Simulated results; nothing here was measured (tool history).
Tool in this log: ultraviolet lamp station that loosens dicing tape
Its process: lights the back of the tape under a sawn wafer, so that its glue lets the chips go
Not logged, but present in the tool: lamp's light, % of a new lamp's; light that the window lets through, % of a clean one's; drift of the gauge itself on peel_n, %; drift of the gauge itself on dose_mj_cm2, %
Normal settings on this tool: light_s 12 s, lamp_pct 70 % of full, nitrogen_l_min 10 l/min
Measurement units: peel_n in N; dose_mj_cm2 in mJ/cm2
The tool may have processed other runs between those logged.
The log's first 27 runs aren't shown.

run	hour	light_s	lamp_pct	nitrogen_l_min	hours of work of the lamp	hours of work since the window was cleaned	peel_n	dose_mj_cm2
28	1197.9	7	70	10	624	234	2.064	196
29	1257.3	7	70	10	653	263	2.113	193
30	1294.5	21	66	4	671	281	0.655	550
31	1338.5	7	94	5	692	302	1.969	257
32	1381.6	15	63	17	713	323	0.710	366
# hour 1406.7: window cleaned of glue's vapour
33	1409.4	13	60	20	726	1	0.750	350
34	1470.5	6	61	6	756	31	2.818	158
35	1510.6	12	93	8	775	50	0.554	486
36	1555.6	18	73	10	797	72	0.353	559
37	1599.1	18	64	13	818	93	0.430	486
38	1639.9	12	62	10	837	112	1.104	312
39	1693.5	15	75	4	863	138	0.902	458
40	1723.9	8	64	6	878	153	2.176	209

What will run 41 give?
41	1774.4	7	80	6	902	177	?	?

{"run 41": {"peel_n": 2.123, "dose_mj_cm2": 225}}
On a tool with no hidden condition, and with the same random variation, this run would have come out at peel_n 1.611 N, dose_mj_cm2 284 mJ/cm2.

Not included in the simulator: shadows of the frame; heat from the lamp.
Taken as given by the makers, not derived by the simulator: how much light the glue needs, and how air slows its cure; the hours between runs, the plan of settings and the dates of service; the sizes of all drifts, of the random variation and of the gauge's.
